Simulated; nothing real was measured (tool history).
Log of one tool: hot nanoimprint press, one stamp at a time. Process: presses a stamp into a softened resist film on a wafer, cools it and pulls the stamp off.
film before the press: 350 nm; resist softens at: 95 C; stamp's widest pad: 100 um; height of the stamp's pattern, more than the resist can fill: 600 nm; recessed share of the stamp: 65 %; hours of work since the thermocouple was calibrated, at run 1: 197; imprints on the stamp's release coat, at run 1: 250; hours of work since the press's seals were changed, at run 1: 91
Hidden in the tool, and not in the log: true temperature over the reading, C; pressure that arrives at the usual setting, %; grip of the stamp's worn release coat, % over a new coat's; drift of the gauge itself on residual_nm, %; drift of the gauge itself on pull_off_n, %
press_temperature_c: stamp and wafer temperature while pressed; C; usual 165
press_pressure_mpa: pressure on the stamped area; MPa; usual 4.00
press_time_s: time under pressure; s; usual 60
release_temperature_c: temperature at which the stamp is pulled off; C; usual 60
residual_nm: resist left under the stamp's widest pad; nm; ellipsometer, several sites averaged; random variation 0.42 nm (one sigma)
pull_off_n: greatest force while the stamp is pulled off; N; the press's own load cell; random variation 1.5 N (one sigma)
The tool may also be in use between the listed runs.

run   hour  press_temperature_c  press_pressure_mpa  press_time_s  release_temperature_c  hours of work since the thermocouple was calibrated  imprints on the stamp's release coat  hours of work since the press's seals were changed  residual_nm  pull_off_n
  1    0.0                  165                4.00            60                     60                                                  197                                   250                                                  91        133.2         189
  2   10.0                  165                4.00            60                     60                                                  202                                   287                                                  97        134.1         191
  3   17.3                  165                4.00            60                     60                                                  206                                   314                                                 100        133.8         194
  4   23.9                  165                4.00            60                     60                                                  209                                   339                                                 104        133.7         192
  5   29.4                  165                4.00           119                     60                                                  212                                   359                                                 106         99.2         193
  6   35.4                  165                4.00           119                     60                                                  215                                   381                                                 110         99.2         198
  7   41.8                  165                4.00           119                     60                                                  219                                   405                                                 113         99.4         196
  8   51.8                  165                4.00           119                     60                                                  224                                   442                                                 118         98.9         199
  9   57.2                  165                4.00           119                     60                                                  226                                   462                                                 121         99.2         201
 10   66.4                  165                4.00            60                     52                                                  231                                   496                                                 125        134.2         235
 11   70.7                  165                4.00            60                     52                                                  233                                   512                                                 128        132.7         236
      79.1  -- stamp cleaned and given a new release coat
 12   86.0                  165                4.00            60                     52                                                  238                                    26                                                 132        134.3         204
 13   91.6                  165                4.00            60                     52                                                  241                                    46                                                 135        134.5         204
 14   96.0                  171                5.74            37                     51                                                  243                                    63                                                 137        105.3         213
 15  105.0                  165                4.11            51                     60                                                  248                                    96                                                 142        142.1         184
 16  112.4                  165                4.11            51                     60                                                  251                                   124                                                 146        142.0         181
 17  118.2                  165                4.00            41                     53                                                  254                                   145                                                 149        157.3         206
 18  123.4                  154                3.67            32                     60                                                  257                                   164                                                 151        266.4         187
 19  128.3                  172                3.67            32                     60                                                  260                                   182                                                 154        131.4         187
 20  136.0                  172                3.67            32                     60                                                  263                                   211                                                 158        131.9         187
 21  144.5                  172                3.67            32                     60                                                  268                                   243                                                 162        131.8         190
 22  154.4                  177                4.00            52                     60                                                  273                                   279                                                 167         80.6         192
 23  159.6                  177                4.00            52                     60                                                  275                                   298                                                 170         81.4         192
 24  164.5                  162                4.00           101                     60                                                  278                                   317                                                 172        126.0         191
 25  171.1                  162                4.00           101                     60                                                  281                                   341                                                 176        125.8         192
 26  177.0                  165                4.00            51                     60                                                  284                                   363                                                 179        144.9         194

Forecast each of these 3 alternatives for the next run:
  A  182.6                  155                4.98            51                     46                                                  287                                   384                                                 182            ?           ?
  B  182.6                  162                4.00            60                     60                                                  287                                   384                                                 182            ?           ?
  C  182.6                  165                5.65            51                     60                                                  287                                   384                                                 182            ?           ?

run  residual_nm  pull_off_n
  A        209.7         248
  B        157.2         198
  C        124.5         201
Without the tool's hidden state the same runs would have given:
run  residual_nm  pull_off_n
  A        201.2         218
  B        150.1         173
  C        118.4         176

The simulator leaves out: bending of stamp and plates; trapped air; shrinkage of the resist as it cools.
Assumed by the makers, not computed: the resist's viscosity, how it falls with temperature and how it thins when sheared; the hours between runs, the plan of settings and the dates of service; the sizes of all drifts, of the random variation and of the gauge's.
